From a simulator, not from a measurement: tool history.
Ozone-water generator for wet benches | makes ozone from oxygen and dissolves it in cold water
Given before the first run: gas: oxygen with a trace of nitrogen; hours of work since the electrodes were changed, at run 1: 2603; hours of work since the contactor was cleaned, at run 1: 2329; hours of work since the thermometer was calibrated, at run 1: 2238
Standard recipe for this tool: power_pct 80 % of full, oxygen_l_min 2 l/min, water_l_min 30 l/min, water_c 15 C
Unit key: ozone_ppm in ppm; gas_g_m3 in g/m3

| run | hour | power_pct | oxygen_l_min | water_l_min | water_c | hours of work since the electrodes were changed | hours of work since the contactor was cleaned | hours of work since the thermometer was calibrated | ozone_ppm | gas_g_m3 |
|---|---|---|---|---|---|---|---|---|---|---|
| 1 | 0 | 80 | 2 | 30 | 15 | 2603 | 2329 | 2238 | 5.8 | 167.3 |
| 2 | 96.1 | 80 | 2 | 21 | 15 | 2669 | 2396 | 2305 | 8.5 | 164.1 |
| 3 | 170.1 | 80 | 2 | 21 | 15 | 2721 | 2447 | 2356 | 8.4 | 165.5 |
| 4 | 264.1 | 80 | 2 | 33 | 15 | 2786 | 2512 | 2421 | 5.2 | 167 |
| 5 | 311.4 | 80 | 2 | 25 | 15 | 2819 | 2545 | 2454 | 7.1 | 163.6 |
| 6 | 376.2 | 80 | 2 | 25 | 15 | 2864 | 2590 | 2499 | 7.2 | 165.1 |
|  | 427.5 | contactor cleaned |
| 7 | 453.1 | 80 | 2 | 25 | 15 | 2914 | 18 | 2550 | 6.9 | 164 |
| 8 | 540.9 | 80 | 2 | 30 | 15 | 2975 | 79 | 2610 | 5.8 | 163.6 |
| 9 | 626.7 | 80 | 2 | 30 | 12 | 3035 | 138 | 2670 | 5.8 | 163.4 |
| 10 | 677.9 | 80 | 2 | 30 | 12 | 3070 | 174 | 2705 | 5.9 | 163.1 |
| 11 | 747.2 | 80 | 2 | 30 | 12 | 3118 | 222 | 2753 | 6 | 163.9 |
| 12 | 811.7 | 80 | 2 | 30 | 15 | 3163 | 266 | 2798 | 5.7 | 163.9 |
| 13 | 888 | 80 | 2 | 30 | 15 | 3216 | 319 | 2851 | 5.8 | 162.1 |
|  | 934 | gauge calibrated |
| 14 | 986.3 | 80 | 2 | 30 | 15 | 3284 | 388 | 2919 | 5.8 | 165.5 |
| 15 | 1035.5 | 80 | 2 | 30 | 15 | 3318 | 422 | 2953 | 6 | 165.2 |
| 16 | 1086.5 | 80 | 2 | 30 | 7 | 3354 | 457 | 2989 | 5.8 | 165.8 |
| 17 | 1141.2 | 53 | 2 | 30 | 14 | 3391 | 495 | 3027 | 4.8 | 132.4 |
| 18 | 1221.2 | 53 | 2 | 30 | 14 | 3447 | 550 | 3082 | 4.8 | 132.7 |
| 19 | 1266.5 | 53 | 2 | 30 | 14 | 3478 | 582 | 3114 | 4.5 | 131.9 |
| 20 | 1342.7 | 53 | 1.37 | 48 | 14 | 3531 | 635 | 3166 | 2.3 | 148.8 |
| 21 | 1391.4 | 53 | 1.04 | 48 | 14 | 3565 | 668 | 3200 | 1.9 | 163.1 |
| 22 | 1445.4 | 53 | 1.04 | 48 | 14 | 3602 | 706 | 3238 | 1.8 | 164.1 |
| 23 | 1540.2 | 80 | 1.34 | 26 | 18 | 3668 | 772 | 3303 | 5.5 | 186.6 |
| 24 | 1628.9 | 80 | 1.34 | 26 | 18 | 3730 | 833 | 3365 | 5.5 | 186.1 |
| 25 | 1703.6 | 73 | 3.02 | 20 | 15 | 3781 | 885 | 3417 | 10.1 | 136 |
| 26 | 1800.9 | 71 | 1.94 | 30 | 10 | 3849 | 952 | 3484 | 5.5 | 153.7 |
| 27 | 1841.2 | 71 | 1.94 | 40 | 10 | 3877 | 980 | 3512 | 3.9 | 152.1 |
| 28 | 1891.7 | 59 | 1.94 | 40 | 10 | 3912 | 1015 | 3547 | 3.7 | 139.3 |
| 29 | 1959.9 | 71 | 2 | 19 | 15 | 3959 | 1063 | 3594 | 9 | 152.2 |
| 30 | 2045.6 | 59 | 2 | 29 | 15 | 4019 | 1122 | 3654 | 5.1 | 138.2 |
| 31 | 2136.2 | 66 | 2 | 28 | 15 | 4082 | 1185 | 3717 | 5.7 | 143.9 |
| 32 | 2233.8 | 66 | 1.29 | 40 | 15 | 4149 | 1253 | 3784 | 2.8 | 166.9 |

Measured less the same run without the tool's hidden state. The same run-to-run variation is in both; the gauge's scatter may not be:
What the log doesn't record here: yield of the discharge, % of new electrodes'; contactor's efficiency, % of a clean one's; true water temperature over the reading, C; drift of the gauge itself on ozone_ppm, %; drift of the gauge itself on gas_g_m3, %.
| run | gas_g_m3 |
|---|---|
| 1 | -0.2 |
| 2 | -0.8 |
| 3 | -1.2 |
| 4 | -1.7 |
| 5 | -1.9 |
| 6 | -2.3 |
| 7 | -2.7 |
| 8 | -3.1 |
| 9 | -3.6 |
| 10 | -3.8 |
| 11 | -4.3 |
| 12 | -4.6 |
| 13 | -5 |
| 14 | -0.6 |
| 15 | -0.9 |
| 16 | -1.2 |
| 17 | -1.1 |
| 18 | -1.4 |
| 19 | -1.6 |
| 20 | -2.2 |
| 21 | -2.7 |
| 22 | -3 |
| 23 | -4.1 |
| 24 | -4.6 |
| 25 | -3.7 |
| 26 | -4.7 |
| 27 | -4.8 |
| 28 | -4.6 |
| 29 | -5.5 |
| 30 | -5.3 |
| 31 | -6.1 |
| 32 | -7.6 |
ozone_ppm: within 0.1 ppm of the measured result in every run.

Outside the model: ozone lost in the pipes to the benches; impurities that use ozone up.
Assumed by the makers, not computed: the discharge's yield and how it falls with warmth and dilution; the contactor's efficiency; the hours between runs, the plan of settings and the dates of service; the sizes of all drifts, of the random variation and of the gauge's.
